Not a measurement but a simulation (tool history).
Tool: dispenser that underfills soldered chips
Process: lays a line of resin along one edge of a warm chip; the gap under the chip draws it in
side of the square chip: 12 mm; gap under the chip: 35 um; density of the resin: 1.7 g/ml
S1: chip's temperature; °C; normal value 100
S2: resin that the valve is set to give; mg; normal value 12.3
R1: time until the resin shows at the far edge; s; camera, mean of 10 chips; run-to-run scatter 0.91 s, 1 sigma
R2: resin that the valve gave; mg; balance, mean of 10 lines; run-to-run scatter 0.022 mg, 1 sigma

{"run": 1, "day": 0.0, "S1": 100, "S2": 12.3, "R1": 121.1, "R2": 12.05}
{"run": 2, "day": 0.183, "S1": 100, "S2": 12.3, "R1": 141.5, "R2": 12.09}
{"run": 3, "day": 0.308, "S1": 100, "S2": 12.3, "R1": 160.8, "R2": 12.04}
{"day": 0.329, "done": "new syringe of resin"}
{"run": 4, "day": 0.454, "S1": 100, "S2": 12.3, "R1": 95.4, "R2": 11.97}
{"run": 5, "day": 0.562, "S1": 100, "S2": 12.3, "R1": 105.5, "R2": 12.01}
{"run": 6, "day": 0.767, "S1": 99, "S2": 12.3, "R1": 136.1, "R2": 11.97}
{"run": 7, "day": 0.908, "S1": 100, "S2": 14.4, "R1": 147.2, "R2": 13.97}
{"day": 1.025, "done": "new syringe of resin"}
{"run": 8, "day": 1.117, "S1": 100, "S2": 14.4, "R1": 87.7, "R2": 13.94}
{"run": 9, "day": 1.317, "S1": 100, "S2": 14.4, "R1": 109.8, "R2": 13.92}
{"run": 10, "day": 1.496, "S1": 100, "S2": 14.4, "R1": 125.7, "R2": 13.89}
{"run": 11, "day": 1.688, "S1": 105, "S2": 12.3, "R1": 133.3, "R2": 11.82}
{"day": 1.712, "done": "new syringe of resin"}
{"run": 12, "day": 1.829, "S1": 105, "S2": 11.8, "R1": 76.5, "R2": 11.32}
{"day": 1.892, "done": "dispensing valve cleaned and set on the balance"}
{"run": 13, "day": 2.046, "S1": 100, "S2": 12.3, "R1": 108.0, "R2": 12.25}
{"run": 14, "day": 2.217, "S1": 86, "S2": 12.3, "R1": 226.2, "R2": 12.21}
{"run": 15, "day": 2.396, "S1": 102, "S2": 12.3, "R1": 145.3, "R2": 12.21}
{"day": 2.45, "done": "new syringe of resin"}
{"run": 16, "day": 2.596, "S1": 100, "S2": 12.3, "R1": 92.7, "R2": 12.18}
{"run": 17, "day": 2.779, "S1": 100, "S2": 12.3, "R1": 110.3, "R2": 12.15}
{"run": 18, "day": 2.921, "S1": 114, "S2": 12.3, "R1": 77.1, "R2": 12.15}
{"run": 19, "day": 3.092, "S1": 114, "S2": 12.3, "R1": 92.7, "R2": 12.09}
{"day": 3.138, "done": "new syringe of resin"}
{"run": 20, "day": 3.229, "S1": 96, "S2": 10.6, "R1": 109.1, "R2": 10.36}
{"run": 21, "day": 3.425, "S1": 97, "S2": 12.5, "R1": 123.8, "R2": 12.28}
{"run": 22, "day": 3.579, "S1": 95, "S2": 15.5, "R1": 150.7, "R2": 15.15}
{"run": 23, "day": 3.767, "S1": 98, "S2": 11.9, "R1": 167.4, "R2": 11.58}
{"day": 3.825, "done": "new syringe of resin"}
{"run": 24, "day": 3.933, "S1": 99, "S2": 15.9, "R1": 91.1, "R2": 15.5}
{"run": 25, "day": 4.033, "S1": 104, "S2": 12.7, "R1": 85.4, "R2": 12.39}
{"run": 26, "day": 4.167, "S1": 104, "S2": 12.7, "R1": 97.1, "R2": 12.31}
{"run": 27, "day": 4.329, "S1": 96, "S2": 11.0, "R1": 159.3, "R2": 10.66}
{"run": 28, "day": 4.479, "S1": 105, "S2": 10.7, "R1": 133.6, "R2": 10.37}
{"day": 4.517, "done": "new syringe of resin"}
{"run": 29, "day": 4.683, "S1": 105, "S2": 10.7, "R1": 82.1, "R2": 10.34}
{"run": 30, "day": 4.821, "S1": 112, "S2": 10.7, "R1": 72.0, "R2": 10.33}
{"run": 31, "day": 4.917, "S1": 113, "S2": 13.2, "R1": 71.7, "R2": 12.73}
{"run": 32, "day": 5.071, "S1": 113, "S2": 13.2, "R1": 86.0, "R2": 12.71}

Predict the results of run 33:
{"day": 5.167, "done": "dispensing valve cleaned and set on the balance"}
{"day": 5.254, "done": "new syringe of resin"}
{"run": 33, "day": 5.275, "S1": 113, "S2": 13.2, "R1": "?", "R2": "?"}

Run 33 produced R1 50.5 s, R2 13.22 mg.
If the tool had no hidden condition, the same run with the same run-to-run variation would have returned R1 52.3 s, R2 13.22 mg.
